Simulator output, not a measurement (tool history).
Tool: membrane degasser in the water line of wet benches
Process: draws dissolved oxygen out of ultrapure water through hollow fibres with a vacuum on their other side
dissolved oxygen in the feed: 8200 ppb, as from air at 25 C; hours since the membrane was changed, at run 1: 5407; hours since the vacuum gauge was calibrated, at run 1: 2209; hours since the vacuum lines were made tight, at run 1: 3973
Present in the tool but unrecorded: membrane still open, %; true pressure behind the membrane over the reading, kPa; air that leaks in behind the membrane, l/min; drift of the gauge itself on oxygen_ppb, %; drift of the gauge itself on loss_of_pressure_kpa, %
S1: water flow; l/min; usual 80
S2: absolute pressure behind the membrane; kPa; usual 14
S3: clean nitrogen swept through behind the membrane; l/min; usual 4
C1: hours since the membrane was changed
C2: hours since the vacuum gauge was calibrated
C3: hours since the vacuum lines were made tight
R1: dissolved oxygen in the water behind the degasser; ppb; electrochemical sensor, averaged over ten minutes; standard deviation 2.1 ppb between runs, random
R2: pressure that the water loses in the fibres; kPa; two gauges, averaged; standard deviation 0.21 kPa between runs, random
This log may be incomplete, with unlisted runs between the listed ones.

Run 1, hour 0: usual settings; C1 5407; C2 2209; C3 3973. Result: R1 471.2 ppb, R2 50.04 kPa.
Run 2, hour 98.4: usual settings; C1 5505; C2 2307; C3 4071. Result: R1 473.6 ppb, R2 50.07 kPa.
Run 3, hour 219.8: usual settings; C1 5626; C2 2428; C3 4193. Result: R1 474.9 ppb, R2 50.1 kPa.
Run 4, hour 325.1: usual settings but S1 65 l/min; C1 5732; C2 2534; C3 4298. Result: R1 391 ppb, R2 40.87 kPa.
Run 5, hour 406.6: usual settings but S1 107 l/min; C1 5813; C2 2615; C3 4379. Result: R1 610.9 ppb, R2 67.02 kPa.
Run 6, hour 539.9: usual settings; C1 5946; C2 2749; C3 4513. Result: R1 469.2 ppb, R2 50.11 kPa.
Run 7, hour 616.5: usual settings; C1 6023; C2 2825; C3 4589. Result: R1 467.5 ppb, R2 49.88 kPa.
Run 8, hour 754.5: usual settings; C1 6161; C2 2963; C3 4727. Result: R1 469.6 ppb, R2 50.12 kPa.
Run 9, hour 901.6: usual settings; C1 6308; C2 3110; C3 4874. Result: R1 467 ppb, R2 49.9 kPa.
Run 10, hour 1007.2: usual settings; C1 6414; C2 3216; C3 4980. Result: R1 467.5 ppb, R2 50.37 kPa.
Run 11, hour 1088: usual settings; C1 6495; C2 3297; C3 5061. Result: R1 468.4 ppb, R2 50.3 kPa.
Run 12, hour 1223.7: usual settings but S1 92 l/min; C1 6630; C2 3432; C3 5196. Result: R1 529.3 ppb, R2 58.06 kPa.
Run 13, hour 1370.7: usual settings but S3 4.79 l/min; C1 6777; C2 3579; C3 5343. Result: R1 403.8 ppb, R2 49.96 kPa.
Run 14, hour 1468.2: usual settings but S3 2.52 l/min; C1 6875; C2 3677; C3 5441. Result: R1 679.9 ppb, R2 49.68 kPa.
Run 15, hour 1583.3: usual settings but S3 2.52 l/min; C1 6990; C2 3792; C3 5556. Result: R1 673.8 ppb, R2 50.28 kPa.
Run 16, hour 1661.1: usual settings but S1 67 l/min, S3 2.52 l/min; C1 7068; C2 3870; C3 5634. Result: R1 575.9 ppb, R2 42.07 kPa.
Run 17, hour 1731.4: usual settings but S1 67 l/min, S3 2.9 l/min; C1 7138; C2 3940; C3 5704. Result: R1 519.2 ppb, R2 42.15 kPa.
Run 18, hour 1814.7: usual settings but S1 67 l/min, S3 2.9 l/min; C1 7221; C2 4023; C3 5787. Result: R1 518.2 ppb, R2 42.13 kPa.
Run 19, hour 1882.8: usual settings but S1 107 l/min, S2 9.2 kPa, S3 6.84 l/min; C1 7289; C2 4091; C3 5855. Result: R1 244.2 ppb, R2 67.08 kPa.
Run 20, hour 1974: usual settings but S1 107 l/min, S2 9.2 kPa, S3 6.84 l/min; C1 7380; C2 4183; C3 5947. Result: R1 241.3 ppb, R2 67.12 kPa.
Run 21, hour 2101.2: usual settings but S1 88 l/min, S2 12.7 kPa, S3 8.39 l/min; C1 7508; C2 4310; C3 6074. Result: R1 245.9 ppb, R2 55.38 kPa.
Run 22, hour 2232.2: usual settings but S1 88 l/min, S2 12.7 kPa, S3 8.39 l/min; C1 7639; C2 4441; C3 6205. Result: R1 243.2 ppb, R2 55.16 kPa.
Run 23, hour 2305: usual settings but S1 88 l/min, S2 12.7 kPa, S3 8.39 l/min; C1 7712; C2 4514; C3 6278. Result: R1 246.9 ppb, R2 55.04 kPa.
Run 24, hour 2438.5: usual settings but S1 63 l/min, S2 10 kPa, S3 5.74 l/min; C1 7845; C2 4647; C3 6411. Result: R1 176.8 ppb, R2 39.58 kPa.
Run 25, hour 2559.3: usual settings but S1 111 l/min, S2 30 kPa; C1 7966; C2 4768; C3 6532. Result: R1 1360.5 ppb, R2 69.85 kPa.
Run 26, hour 2712.6: usual settings but S1 111 l/min, S2 30 kPa; C1 8119; C2 4921; C3 6685. Result: R1 1357.9 ppb, R2 69.21 kPa.
Run 27, hour 2814: usual settings but S1 111 l/min, S2 30 kPa; C1 8220; C2 5023; C3 6787. Result: R1 1359.4 ppb, R2 69.8 kPa.
Run 28, hour 2953.9: usual settings but S1 81 l/min, S3 3.78 l/min; C1 8360; C2 5162; C3 6927. Result: R1 486.8 ppb, R2 50.65 kPa.
Run 29, hour 3093.4: usual settings but S1 92 l/min, S2 17.1 kPa, S3 3.78 l/min; C1 8500; C2 5302; C3 7066. Result: R1 685.6 ppb, R2 57.48 kPa.
At hour 3109.6: gauge calibrated.
Run 30, hour 3242: usual settings but S1 92 l/min, S2 17.1 kPa, S3 3.78 l/min; C1 8648; C2 5451; C3 7215. Result: R1 703.5 ppb, R2 58.09 kPa.
Run 31, hour 3399.3: usual settings but S1 92 l/min, S2 17.1 kPa, S3 3.78 l/min; C1 8806; C2 5608; C3 7372. Result: R1 706.9 ppb, R2 57.78 kPa.
Run 32, hour 3467: usual settings but S1 61 l/min, S2 11 kPa, S3 6.43 l/min; C1 8873; C2 5676; C3 7440. Result: R1 178.6 ppb, R2 38.19 kPa.
Run 33, hour 3605.3: usual settings but S1 61 l/min, S2 11 kPa, S3 6.43 l/min; C1 9012; C2 5814; C3 7578. Result: R1 177.4 ppb, R2 38.43 kPa.

Results for each run, recomputed without the tool's hidden state and with each run's random variation untouched:
run      R1
  1   471.1
  2   473.8
  3   475.6
  4   391.9
  5   612.7
  6     471
  7   469.7
  8   472.2
  9   470.2
 10   471.1
 11   472.3
 12   534.3
 13   408.1
 14   687.7
 15   682.2
 16   583.4
 17   526.2
 18   525.7
 19   247.7
 20   244.9
 21   249.9
 22   247.5
 23   251.4
 24   180.2
 25  1388.8
 26  1387.9
 27  1390.6
 28   498.3
 29   702.8
 30   703.9
 31   708.2
 32   178.9
 33   177.9
R2: at most 0.05 kPa away from the measurement, every run.
